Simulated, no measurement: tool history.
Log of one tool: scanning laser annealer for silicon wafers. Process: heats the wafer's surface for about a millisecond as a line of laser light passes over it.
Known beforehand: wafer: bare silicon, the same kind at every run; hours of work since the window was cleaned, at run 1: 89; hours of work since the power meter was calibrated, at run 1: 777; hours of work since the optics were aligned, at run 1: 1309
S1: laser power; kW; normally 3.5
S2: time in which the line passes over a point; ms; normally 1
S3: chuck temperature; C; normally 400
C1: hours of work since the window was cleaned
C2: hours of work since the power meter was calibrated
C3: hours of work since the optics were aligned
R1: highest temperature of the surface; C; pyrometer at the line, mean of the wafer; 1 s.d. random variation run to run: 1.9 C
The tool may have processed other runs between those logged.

| run | hour | S1 | S2 | S3 | C1 | C2 | C3 | R1 |
|---|---|---|---|---|---|---|---|---|
| 1 | 0 | 3.5 | 1 | 400 | 89 | 777 | 1309 | 1198 |
| 2 | 78.7 | 3.685 | 1 | 400 | 150 | 838 | 1370 | 1226 |
| 3 | 146.8 | 3.5 | 0.94 | 400 | 203 | 891 | 1422 | 1158 |
| 4 | 197.8 | 3.5 | 0.94 | 400 | 242 | 930 | 1462 | 1151 |
| 5 | 282.1 | 3.5 | 0.94 | 400 | 307 | 995 | 1527 | 1144 |
| 6 | 326.4 | 3.5 | 0.94 | 400 | 342 | 1029 | 1561 | 1140 |
|  | 378.4 | window over the wafer cleaned |
| 7 | 394.7 | 3.5 | 0.94 | 400 | 13 | 1081 | 1612 | 1175 |
| 8 | 441.7 | 3.5 | 0.94 | 400 | 49 | 1117 | 1649 | 1175 |
| 9 | 476.6 | 3.5 | 1 | 400 | 76 | 1144 | 1676 | 1194 |
|  | 516.2 | optics aligned, line set to its width |
| 10 | 516.2 | 3.5 | 1 | 400 | 103 | 1171 | 0 | 1196 |
| 11 | 556.6 | 3.5 | 1 | 382 | 134 | 1202 | 31 | 1176 |
| 12 | 616.5 | 3.5 | 1 | 400 | 180 | 1248 | 78 | 1191 |
| 13 | 655.6 | 3.5 | 1 | 400 | 210 | 1278 | 108 | 1186 |
| 14 | 698.4 | 3.306 | 1 | 400 | 243 | 1311 | 141 | 1141 |
| 15 | 777.9 | 3.306 | 1 | 400 | 305 | 1373 | 202 | 1136 |
| 16 | 839.3 | 3.306 | 1 | 400 | 352 | 1420 | 250 | 1128 |
|  | 873.3 | window over the wafer cleaned |
| 17 | 915 | 3.306 | 1 | 400 | 32 | 1477 | 307 | 1171 |
| 18 | 990.2 | 3.211 | 1 | 400 | 90 | 1535 | 365 | 1140 |
| 19 | 1058.2 | 3.211 | 1 | 437 | 143 | 1588 | 417 | 1171 |
| 20 | 1110.7 | 3.5 | 1 | 400 | 183 | 1629 | 458 | 1192 |
| 21 | 1170.3 | 3.722 | 1 | 381 | 230 | 1675 | 504 | 1208 |
| 22 | 1223.7 | 3.722 | 1 | 381 | 271 | 1716 | 545 | 1209 |
| 23 | 1300.5 | 3.511 | 0.77 | 400 | 330 | 1775 | 605 | 1073 |
|  | 1369.7 | window over the wafer cleaned |
| 24 | 1386.7 | 3.511 | 0.77 | 400 | 13 | 1840 | 670 | 1106 |
| 25 | 1428.9 | 3.511 | 0.77 | 439 | 46 | 1873 | 702 | 1139 |
|  | 1437.8 | laser's power meter calibrated |
| 26 | 1474.2 | 3.511 | 1.12 | 439 | 78 | 28 | 735 | 1296 |
| 27 | 1544.8 | 3.511 | 0.95 | 439 | 133 | 83 | 790 | 1217 |
| 28 | 1580 | 3.511 | 0.95 | 439 | 160 | 110 | 817 | 1216 |
|  | 1608.7 | laser's power meter calibrated, once more |
| 29 | 1619.4 | 3.511 | 0.93 | 396 | 188 | 8 | 845 | 1150 |
| 30 | 1689.6 | 3.079 | 1 | 429 | 243 | 63 | 899 | 1116 |
| 31 | 1768.8 | 3.111 | 0.89 | 400 | 304 | 124 | 960 | 1044 |
| 32 | 1812 | 3.01 | 0.89 | 400 | 337 | 157 | 994 | 1022 |
|  | 1868.9 | window over the wafer cleaned |
| 33 | 1876.6 | 3.503 | 1.03 | 400 | 6 | 206 | 1042 | 1215 |
| 34 | 1927.3 | 3.5 | 1 | 429 | 45 | 245 | 1081 | 1225 |
| 35 | 2003.1 | 3.5 | 1 | 429 | 104 | 303 | 1140 | 1219 |
| 36 | 2040.2 | 3.5 | 1 | 429 | 132 | 332 | 1169 | 1214 |
| 37 | 2085.1 | 3.291 | 1.09 | 434 | 167 | 367 | 1203 | 1207 |
| 38 | 2127.3 | 3.452 | 0.98 | 434 | 200 | 399 | 1236 | 1197 |
| 39 | 2195.1 | 3.391 | 1 | 366 | 252 | 452 | 1288 | 1114 |
| 40 | 2231.5 | 3.173 | 0.71 | 378 | 280 | 480 | 1316 | 961 |

Here are 3 independent what-if runs from the current tool condition. What would each one return?
| A | 2296.6 | 3.228 | 0.71 | 398 | 331 | 530 | 1367 | ? |
| B | 2296.6 | 3.5 | 1.09 | 427 | 331 | 530 | 1367 | ? |
| C | 2296.6 | 3.64 | 0.75 | 408 | 331 | 530 | 1367 | ? |

| run | R1 |
|---|---|
| A | 986 |
| B | 1226 |
| C | 1086 |
Without the tool's hidden state the same runs would have given:
| run | R1 |
|---|---|
| A | 1023 |
| B | 1276 |
| C | 1129 |

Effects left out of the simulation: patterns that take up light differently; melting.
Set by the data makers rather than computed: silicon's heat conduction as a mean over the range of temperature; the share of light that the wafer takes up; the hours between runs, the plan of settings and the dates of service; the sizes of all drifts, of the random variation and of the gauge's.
